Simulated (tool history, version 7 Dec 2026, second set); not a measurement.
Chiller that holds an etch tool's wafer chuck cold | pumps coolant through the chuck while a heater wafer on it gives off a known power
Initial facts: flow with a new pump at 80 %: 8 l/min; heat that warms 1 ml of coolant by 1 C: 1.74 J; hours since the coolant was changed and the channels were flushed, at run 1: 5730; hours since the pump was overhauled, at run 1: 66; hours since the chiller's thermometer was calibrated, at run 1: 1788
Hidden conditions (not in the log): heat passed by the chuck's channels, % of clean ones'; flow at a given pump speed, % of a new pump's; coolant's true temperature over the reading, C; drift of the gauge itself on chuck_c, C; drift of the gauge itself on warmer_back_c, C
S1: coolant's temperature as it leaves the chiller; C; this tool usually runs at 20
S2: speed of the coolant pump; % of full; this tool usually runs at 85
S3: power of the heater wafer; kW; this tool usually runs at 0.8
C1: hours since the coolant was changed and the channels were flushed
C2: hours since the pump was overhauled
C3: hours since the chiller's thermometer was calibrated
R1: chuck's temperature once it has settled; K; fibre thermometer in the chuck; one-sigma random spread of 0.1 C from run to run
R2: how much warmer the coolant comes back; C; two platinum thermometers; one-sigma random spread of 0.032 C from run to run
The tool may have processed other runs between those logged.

Run 1, hour 0: usual settings; C1 5730; C2 66; C3 1788. Result: R1 300.35 K, R2 3.25 C.
Run 2, hour 18.1: usual settings but S1 15 C; C1 5748; C2 84; C3 1806. Result: R1 295.45 K, R2 3.27 C.
Run 3, hour 45.3: usual settings but S2 65 % of full; C1 5775; C2 111; C3 1833. Result: R1 302.05 K, R2 4.24 C.
Run 4, hour 65.5: usual settings but S2 65 % of full; C1 5796; C2 132; C3 1854. Result: R1 302.15 K, R2 4.28 C.
Run 5, hour 84.8: usual settings but S2 65 % of full; C1 5815; C2 151; C3 1873. Result: R1 302.25 K, R2 4.19 C.
Run 6, hour 108.1: usual settings but S2 65 % of full; C1 5838; C2 174; C3 1896. Result: R1 302.05 K, R2 4.22 C.
Run 7, hour 138.4: usual settings but S2 65 % of full; C1 5868; C2 205; C3 1927. Result: R1 302.35 K, R2 4.31 C.
Run 8, hour 167.8: usual settings but S2 65 % of full; C1 5898; C2 234; C3 1956. Result: R1 302.25 K, R2 4.22 C.
Run 9, hour 188.4: usual settings but S2 65 % of full; C1 5918; C2 255; C3 1977. Result: R1 302.25 K, R2 4.28 C.
At hour 195.7: coolant pump overhauled.
Run 10, hour 214.8: usual settings but S2 69 % of full; C1 5940; C2 19; C3 1998. Result: R1 301.75 K, R2 4.05 C.
Run 11, hour 238.5: usual settings; C1 5963; C2 43; C3 2022. Result: R1 300.55 K, R2 3.26 C.
Run 12, hour 257.6: usual settings; C1 5983; C2 62; C3 2041. Result: R1 300.35 K, R2 3.25 C.
Run 13, hour 272.5: usual settings; C1 5997; C2 77; C3 2056. Result: R1 300.35 K, R2 3.3 C.
Run 14, hour 294.9: usual settings; C1 6020; C2 99; C3 2078. Result: R1 300.55 K, R2 3.29 C.
Run 15, hour 315.4: usual settings but S1 19 C, S2 76 % of full, S3 0.878 kW; C1 6040; C2 120; C3 2099. Result: R1 301.05 K, R2 4.07 C.
Run 16, hour 330.7: usual settings but S1 11 C, S2 96 % of full, S3 0.909 kW; C1 6056; C2 135; C3 2114. Result: R1 291.65 K, R2 3.37 C.
At hour 353.6: coolant pump overhauled, once more.
Run 17, hour 357.2: usual settings but S1 11 C, S2 96 % of full, S3 0.909 kW; C1 6077; C2 4; C3 2135. Result: R1 291.55 K, R2 3.3 C.
Run 18, hour 382.6: usual settings but S1 13 C, S3 0.418 kW; C1 6103; C2 29; C3 2161. Result: R1 289.85 K, R2 1.75 C.
Run 19, hour 407.7: usual settings but S1 13 C, S3 0.418 kW; C1 6128; C2 54; C3 2186. Result: R1 289.75 K, R2 1.69 C.
Run 20, hour 424.5: usual settings but S1 15 C, S2 73 % of full; C1 6145; C2 71; C3 2203. Result: R1 296.45 K, R2 3.76 C.
Run 21, hour 449.9: usual settings but S1 24 C, S2 73 % of full; C1 6170; C2 96; C3 2228. Result: R1 305.35 K, R2 3.78 C.
Run 22, hour 474.1: usual settings but S1 10 C, S2 96 % of full; C1 6194; C2 121; C3 2252. Result: R1 289.65 K, R2 2.92 C.
Run 23, hour 491.8: usual settings but S1 24 C, S2 98 % of full, S3 0.436 kW; C1 6212; C2 138; C3 2270. Result: R1 300.65 K, R2 1.53 C.
Run 24, hour 513.8: usual settings but S1 24 C, S2 98 % of full, S3 0.436 kW; C1 6234; C2 160; C3 2292. Result: R1 300.55 K, R2 1.54 C.
Run 25, hour 538.7: usual settings but S1 24 C, S2 98 % of full, S3 0.436 kW; C1 6259; C2 185; C3 2317. Result: R1 300.65 K, R2 1.53 C.
Run 26, hour 555.2: usual settings but S2 78 % of full, S3 0.57 kW; C1 6275; C2 202; C3 2333. Result: R1 298.65 K, R2 2.49 C.
Run 27, hour 584.1: usual settings but S2 78 % of full, S3 0.57 kW; C1 6304; C2 231; C3 2362. Result: R1 298.65 K, R2 2.49 C.

Hidden condition of the tool, last listed run before each entry between runs versus first listed run after:
Between runs 9 and 10: coolant pump overhauled (hour 195.7)
  flow at a given pump speed, % of a new pump's: 99.2 -> 98.6
  measured minus no-state result, R1: +0.9 -> +0.9 K; R2: +0.04 -> +0.06 C
Between runs 16 and 17: coolant pump overhauled, once more (hour 353.6)
  heat passed by the chuck's channels, % of clean ones': 84.9 -> 84.8; flow at a given pump speed, % of a new pump's: 98.4 -> 99.9
  measured minus no-state result, R1: +0.8 -> +0.7 K; R2: +0.05 -> +0 C
